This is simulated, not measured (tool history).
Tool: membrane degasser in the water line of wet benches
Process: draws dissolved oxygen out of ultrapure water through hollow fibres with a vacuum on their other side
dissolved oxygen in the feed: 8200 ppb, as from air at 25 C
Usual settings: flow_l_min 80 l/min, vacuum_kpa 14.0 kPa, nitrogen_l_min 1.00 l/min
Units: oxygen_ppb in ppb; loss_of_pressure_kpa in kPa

{"run": 1, "hour": 0.0, "flow_l_min": 80, "vacuum_kpa": 14.0, "nitrogen_l_min": 1.0, "oxygen_ppb": 1409.9, "loss_of_pressure_kpa": 32.84}
{"run": 2, "hour": 51.0, "flow_l_min": 80, "vacuum_kpa": 14.0, "nitrogen_l_min": 1.0, "oxygen_ppb": 1416.9, "loss_of_pressure_kpa": 33.04}
{"run": 3, "hour": 101.9, "flow_l_min": 80, "vacuum_kpa": 14.0, "nitrogen_l_min": 1.0, "oxygen_ppb": 1403.0, "loss_of_pressure_kpa": 33.06}
{"run": 4, "hour": 158.0, "flow_l_min": 80, "vacuum_kpa": 14.0, "nitrogen_l_min": 1.0, "oxygen_ppb": 1414.2, "loss_of_pressure_kpa": 33.19}
{"run": 5, "hour": 209.4, "flow_l_min": 80, "vacuum_kpa": 14.0, "nitrogen_l_min": 1.0, "oxygen_ppb": 1410.2, "loss_of_pressure_kpa": 33.11}
{"run": 6, "hour": 248.2, "flow_l_min": 80, "vacuum_kpa": 14.0, "nitrogen_l_min": 1.0, "oxygen_ppb": 1408.9, "loss_of_pressure_kpa": 33.07}
{"run": 7, "hour": 308.1, "flow_l_min": 80, "vacuum_kpa": 14.0, "nitrogen_l_min": 1.0, "oxygen_ppb": 1427.5, "loss_of_pressure_kpa": 33.43}
{"run": 8, "hour": 351.0, "flow_l_min": 80, "vacuum_kpa": 14.0, "nitrogen_l_min": 1.0, "oxygen_ppb": 1425.0, "loss_of_pressure_kpa": 32.89}
{"run": 9, "hour": 395.1, "flow_l_min": 80, "vacuum_kpa": 14.0, "nitrogen_l_min": 1.0, "oxygen_ppb": 1419.5, "loss_of_pressure_kpa": 32.88}
{"run": 10, "hour": 455.5, "flow_l_min": 49, "vacuum_kpa": 14.0, "nitrogen_l_min": 1.0, "oxygen_ppb": 986.3, "loss_of_pressure_kpa": 20.3}
{"run": 11, "hour": 512.0, "flow_l_min": 49, "vacuum_kpa": 14.0, "nitrogen_l_min": 1.0, "oxygen_ppb": 985.4, "loss_of_pressure_kpa": 20.4}
{"run": 12, "hour": 541.1, "flow_l_min": 49, "vacuum_kpa": 14.0, "nitrogen_l_min": 1.0, "oxygen_ppb": 977.6, "loss_of_pressure_kpa": 20.41}
{"run": 13, "hour": 570.9, "flow_l_min": 80, "vacuum_kpa": 14.0, "nitrogen_l_min": 1.0, "oxygen_ppb": 1415.5, "loss_of_pressure_kpa": 33.06}
{"run": 14, "hour": 634.8, "flow_l_min": 89, "vacuum_kpa": 14.0, "nitrogen_l_min": 1.0, "oxygen_ppb": 1556.2, "loss_of_pressure_kpa": 36.8}
{"run": 15, "hour": 685.1, "flow_l_min": 89, "vacuum_kpa": 14.0, "nitrogen_l_min": 1.0, "oxygen_ppb": 1551.1, "loss_of_pressure_kpa": 36.97}
{"run": 16, "hour": 744.0, "flow_l_min": 80, "vacuum_kpa": 14.0, "nitrogen_l_min": 1.0, "oxygen_ppb": 1427.2, "loss_of_pressure_kpa": 33.03}
{"run": 17, "hour": 804.1, "flow_l_min": 55, "vacuum_kpa": 21.9, "nitrogen_l_min": 0.7, "oxygen_ppb": 2086.4, "loss_of_pressure_kpa": 23.02}
{"run": 18, "hour": 866.2, "flow_l_min": 80, "vacuum_kpa": 22.3, "nitrogen_l_min": 1.03, "oxygen_ppb": 2174.1, "loss_of_pressure_kpa": 33.38}
{"run": 19, "hour": 920.8, "flow_l_min": 80, "vacuum_kpa": 9.6, "nitrogen_l_min": 2.99, "oxygen_ppb": 502.3, "loss_of_pressure_kpa": 33.4}
{"run": 20, "hour": 956.5, "flow_l_min": 80, "vacuum_kpa": 9.6, "nitrogen_l_min": 2.99, "oxygen_ppb": 513.1, "loss_of_pressure_kpa": 33.3}
{"run": 21, "hour": 982.4, "flow_l_min": 80, "vacuum_kpa": 27.3, "nitrogen_l_min": 0.51, "oxygen_ppb": 3626.2, "loss_of_pressure_kpa": 33.28}
{"run": 22, "hour": 1032.0, "flow_l_min": 80, "vacuum_kpa": 27.3, "nitrogen_l_min": 0.51, "oxygen_ppb": 3573.5, "loss_of_pressure_kpa": 33.56}
{"run": 23, "hour": 1074.1, "flow_l_min": 121, "vacuum_kpa": 33.8, "nitrogen_l_min": 1.0, "oxygen_ppb": 3772.7, "loss_of_pressure_kpa": 50.66}
{"run": 24, "hour": 1100.9, "flow_l_min": 50, "vacuum_kpa": 11.7, "nitrogen_l_min": 1.77, "oxygen_ppb": 551.7, "loss_of_pressure_kpa": 20.9}
{"run": 25, "hour": 1144.4, "flow_l_min": 50, "vacuum_kpa": 11.7, "nitrogen_l_min": 1.77, "oxygen_ppb": 546.8, "loss_of_pressure_kpa": 20.64}
{"run": 26, "hour": 1208.1, "flow_l_min": 50, "vacuum_kpa": 11.7, "nitrogen_l_min": 1.77, "oxygen_ppb": 553.3, "loss_of_pressure_kpa": 20.95}
{"run": 27, "hour": 1236.9, "flow_l_min": 60, "vacuum_kpa": 14.0, "nitrogen_l_min": 1.02, "oxygen_ppb": 1148.9, "loss_of_pressure_kpa": 25.09}
{"run": 28, "hour": 1286.7, "flow_l_min": 59, "vacuum_kpa": 14.0, "nitrogen_l_min": 1.0, "oxygen_ppb": 1106.5, "loss_of_pressure_kpa": 24.43}
{"run": 29, "hour": 1325.0, "flow_l_min": 67, "vacuum_kpa": 16.1, "nitrogen_l_min": 0.78, "oxygen_ppb": 1632.2, "loss_of_pressure_kpa": 27.8}
{"run": 30, "hour": 1387.9, "flow_l_min": 80, "vacuum_kpa": 14.2, "nitrogen_l_min": 0.63, "oxygen_ppb": 1808.0, "loss_of_pressure_kpa": 33.25}
{"run": 31, "hour": 1415.0, "flow_l_min": 80, "vacuum_kpa": 14.2, "nitrogen_l_min": 2.59, "oxygen_ppb": 792.5, "loss_of_pressure_kpa": 33.15}

Not shown: 3 entries that the log had between the listed runs. Between which runs, and how does the tool's hidden state differ before and after?
Between runs 13 and 14: seals of the vacuum lines changed (hour 625.6)
  membrane still open, %: 98.5 -> 98.4; true pressure behind the membrane over the reading, kPa: 0.33 -> 0.34; air that leaks in behind the membrane, l/min: 0.019 -> 0.0025
  measured less the result without the state, oxygen_ppb: +36.2 -> +44.2 ppb; loss_of_pressure_kpa: +0.50 -> +0.57 kPa
Between runs 19 and 20: vacuum gauge calibrated (hour 925.0)
  membrane still open, %: 98.3 -> 98.2; true pressure behind the membrane over the reading, kPa: 0.36 -> 0.52; air that leaks in behind the membrane, l/min: 0.0031 -> 0.0032
  measured less the result without the state, oxygen_ppb: +27.5 -> +36.0 ppb; loss_of_pressure_kpa: +0.58 -> +0.59 kPa
Between runs 27 and 28: vacuum gauge calibrated, once more (hour 1255.5)
  membrane still open, %: 98.1 -> 98; true pressure behind the membrane over the reading, kPa: 0.54 -> 0.01; air that leaks in behind the membrane, l/min: 0.0038 -> 0.0039
  measured less the result without the state, oxygen_ppb: +51.1 -> +5.8 ppb; loss_of_pressure_kpa: +0.49 -> +0.49 kPa

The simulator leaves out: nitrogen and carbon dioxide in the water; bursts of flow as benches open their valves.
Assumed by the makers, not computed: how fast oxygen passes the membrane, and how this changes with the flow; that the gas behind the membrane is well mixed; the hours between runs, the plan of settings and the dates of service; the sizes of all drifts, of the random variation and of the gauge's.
